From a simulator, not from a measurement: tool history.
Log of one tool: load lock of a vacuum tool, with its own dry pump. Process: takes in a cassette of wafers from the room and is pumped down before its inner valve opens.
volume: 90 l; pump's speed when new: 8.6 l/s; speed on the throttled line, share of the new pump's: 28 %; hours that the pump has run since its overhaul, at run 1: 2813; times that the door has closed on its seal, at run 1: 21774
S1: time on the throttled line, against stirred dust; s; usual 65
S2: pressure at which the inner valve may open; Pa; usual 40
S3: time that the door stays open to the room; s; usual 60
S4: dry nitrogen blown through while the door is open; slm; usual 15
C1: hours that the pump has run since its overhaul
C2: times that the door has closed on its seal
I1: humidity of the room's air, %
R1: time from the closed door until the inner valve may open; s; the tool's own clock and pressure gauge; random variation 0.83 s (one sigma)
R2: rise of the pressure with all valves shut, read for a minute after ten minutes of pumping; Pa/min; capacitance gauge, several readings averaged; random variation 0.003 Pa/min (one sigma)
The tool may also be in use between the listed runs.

run,hour,S1,S2,S3,S4,C1,C2,I1,R1,R2
1,0,65,40,60,15,2813,21774,44.8,131.4,0.146
2,124.2,65,40,60,15,2937,22324,43,130.3,0.146
3,241.4,65,53,60,15,3055,22843,47.6,129,0.148
4,340.8,65,53,60,15,3154,23283,44.3,128.2,0.159
5,415.4,65,40,60,15,3229,23613,48,132.3,0.163
6,572.9,45,40,60,15,3386,24310,40.7,118.2,0.165
7,698.5,45,40,60,15,3512,24866,45.4,118.2,0.169
8,847.2,45,40,60,15,3660,25524,45.1,116.2,0.184
9,960.8,45,40,60,15,3774,26027,42.2,120.2,0.181
10,1050,65,40,60,15,3863,26421,50.7,133.4,0.188
11,1140.4,65,40,60,15,3954,26821,46.8,134,0.194
12,1258.9,65,40,60,42,4072,27346,42.7,132,0.187
13,1330.4,65,40,60,42,4144,27662,44.9,133,0.197
14,1455.9,65,40,60,42,4269,28217,43.4,132.9,0.199
15,1579.7,65,40,60,42,4393,28765,44.8,133.1,0.208
16,1682.9,65,40,60,9,4496,29222,42.3,133.5,0.22
17,1798.4,65,40,60,6,4612,29733,43.3,132.4,0.233
18,1918.8,65,40,60,6,4732,30266,45.8,135.2,0.238
19,2045,63,32,55,15,4858,30825,48,135.3,0.233
20,2158.2,123,46,60,15,4971,31325,44.8,174.4,0.229
21,2315.9,123,46,60,15,5129,32023,41.4,175,0.238
22,2459.7,123,46,60,15,5273,32660,44.4,173.5,0.251
23,2547.1,123,46,27,5,5360,33047,44,172.4,0.251
24,2648.2,123,46,27,5,5461,33494,44.6,173.7,0.267
25,2745.1,65,57,63,6,5558,33923,46.7,131.3,0.27
26,2862.5,65,57,63,6,5676,34443,44.6,130.6,0.276
27,3017.9,65,63,35,15,5831,35130,43,130.9,0.28
28,3082.1,65,63,35,15,5895,35415,44.5,130.5,0.282
29,3192.1,69,73,48,30,6005,35901,44.8,131.4,0.275
30,3262,69,73,48,30,6075,36211,42.1,131.1,0.281
31,3387.7,115,37,201,19,6201,36767,45.3,172.6,0.3
32,3543.1,115,37,201,19,6356,37455,43.6,171.9,0.319
33,3665.8,88,76,60,15,6479,37998,51.3,143.9,0.308
34,3770.6,65,71,76,18,6584,38462,46.9,129.3,0.312
35,3840.4,65,71,76,18,6654,38770,44.5,130.6,0.32
36,3937.6,65,71,76,18,6751,39201,42.5,131.2,0.327

Measured less the same run without the tool's hidden state. The same run-to-run variation is in both; the gauge's scatter may not be:
The hidden state here: pump's speed, % of a new pump's; leak at the door's seal, Pa l/s; drift of the gauge itself on ready_s, %; drift of the gauge itself on rise_pa_min, %.
run,R1,R2
1,+2.3,+0.135
2,+2.5,+0.137
3,+2.5,+0.141
4,+2.6,+0.15
5,+2.9,+0.148
6,+3.3,+0.154
7,+3.5,+0.163
8,+3.7,+0.169
9,+3.9,+0.171
10,+3.7,+0.173
11,+3.8,+0.179
12,+3.9,+0.181
13,+4.1,+0.187
14,+4.2,+0.195
15,+4.3,+0.2
16,+4.5,+0.201
17,+4.6,+0.212
18,+4.8,+0.219
19,+5.2,+0.218
20,+3.7,+0.218
21,+3.9,+0.228
22,+4,+0.236
23,+4,+0.24
24,+4.2,+0.248
25,+5.6,+0.251
26,+5.8,+0.256
27,+5.8,+0.269
28,+5.9,+0.27
29,+5.7,+0.274
30,+5.8,+0.277
31,+5.4,+0.285
32,+5.5,+0.301
33,+5.6,+0.294
34,+6.6,+0.304
35,+6.7,+0.31
36,+6.9,+0.318
